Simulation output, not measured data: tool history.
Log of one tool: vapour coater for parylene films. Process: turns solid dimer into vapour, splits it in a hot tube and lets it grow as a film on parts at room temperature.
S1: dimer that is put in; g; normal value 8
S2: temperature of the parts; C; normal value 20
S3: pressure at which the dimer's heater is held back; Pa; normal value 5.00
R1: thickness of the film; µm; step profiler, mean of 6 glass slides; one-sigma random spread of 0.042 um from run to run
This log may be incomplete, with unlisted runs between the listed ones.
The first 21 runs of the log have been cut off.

run,hour,S1,S2,S3,R1
22,317.8,8,14,5.00,8.08
23,336.9,8,12,5.00,8.43
24,356.8,8,12,6.68,8.02
25,374.8,8,12,6.68,8.00
26,387.8,8,12,6.68,7.88
27,404.7,9,12,2.82,9.61
28,419.4,9,17,2.82,9.32
29,435.8,9,17,2.82,9.34
30,450.9,13,22,5.00,10.60
31,463.1,8,20,3.77,7.28
32,477.7,8,20,3.77,7.28
33,490.4,4,16,3.77,3.94
34,510.7,4,16,3.77,3.92
35,523.1,6,20,5.00,5.14
# hour 535.6: trap's valve overhauled
36,546.0,6,20,5.00,5.30
37,558.9,8,20,5.00,7.18
38,569.6,6,13,6.47,6.04
39,582.5,6,13,6.47,6.04
40,601.1,6,13,6.47,6.01
41,615.8,6,13,6.47,6.01
42,624.7,5,28,8.85,3.24
43,634.4,4,31,3.84,2.84
44,643.9,8,18,8.89,6.78
45,659.6,10,20,2.70,9.97
46,674.8,9,17,3.18,9.33

What if the next run were any one of these 4? Each begins from the tool's condition after run 46:
A,690.3,12,19,3.68,?
B,690.3,3,17,2.33,?
C,690.3,6,26,5.00,?
D,690.3,9,20,5.00,?

run,R1
A,11.55
B,3.28
C,4.57
D,7.87
Without the tool's hidden state the same runs would have given:
run,R1
A,11.72
B,3.34
C,4.64
D,7.99
